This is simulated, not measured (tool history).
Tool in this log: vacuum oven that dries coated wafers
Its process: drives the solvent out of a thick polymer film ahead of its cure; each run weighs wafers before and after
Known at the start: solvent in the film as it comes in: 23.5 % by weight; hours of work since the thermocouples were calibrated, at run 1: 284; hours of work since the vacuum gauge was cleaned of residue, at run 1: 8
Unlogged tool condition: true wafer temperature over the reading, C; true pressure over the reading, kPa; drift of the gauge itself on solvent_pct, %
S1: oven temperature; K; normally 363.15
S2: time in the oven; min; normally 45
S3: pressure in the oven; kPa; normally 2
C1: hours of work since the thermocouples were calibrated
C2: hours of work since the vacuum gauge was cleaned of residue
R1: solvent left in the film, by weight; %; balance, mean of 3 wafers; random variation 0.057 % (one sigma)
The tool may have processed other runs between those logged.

run   hour      S1  S2    S3   C1   C2    R1
  1      0  363.15  45     2  284    8  2.93
  2     12  363.15  45     2  292   16  2.86
  3   27.8  363.15  45     2  302   27  2.83
  4   37.9  363.15  45  3.89  309   33  4.62
  5   49.9  363.15  45     2  317   41  2.85
  6   63.8  369.15  45     2  327   51  1.85
  7   74.6  363.15  45     2  334   58  2.94
  8   90.7  363.15  45     2  344   69     3
  9  104.9  363.15  45     2  354   78  2.87
 10  117.6  363.15  45     2  362   86  2.98
 11  129.8  363.15  45     2  371   95  2.98
 12  138.6  363.15  45     2  376  100  2.87
 13  151.3  363.15  45     2  385  109   2.9
 14  166.8  363.15  45     2  395  119  2.97
 15  180.1  364.15  45     2  404  128  2.83
 16  198.1  364.15  45     2  416  140  2.86
 17  208.6  364.15  45     2  423  147  2.73
 18  223.7  363.15  25     2  433  157  5.72
 19  241.6  363.15  53     2  445  169  2.64
 20  259.8  363.15  53  2.13  457  181  2.76
 21  273.2  377.15  45  6.82  466  190  4.06
 22  291.5  362.15  31  1.42  478  203  4.27

What does the tool deliver on the next run?
 23  301.9  375.15  31  1.62  485  209   ?

{"run 23": {"R1": 1.47}}
Minus the tool's unlogged condition, the same run would have read R1 1.31 %.
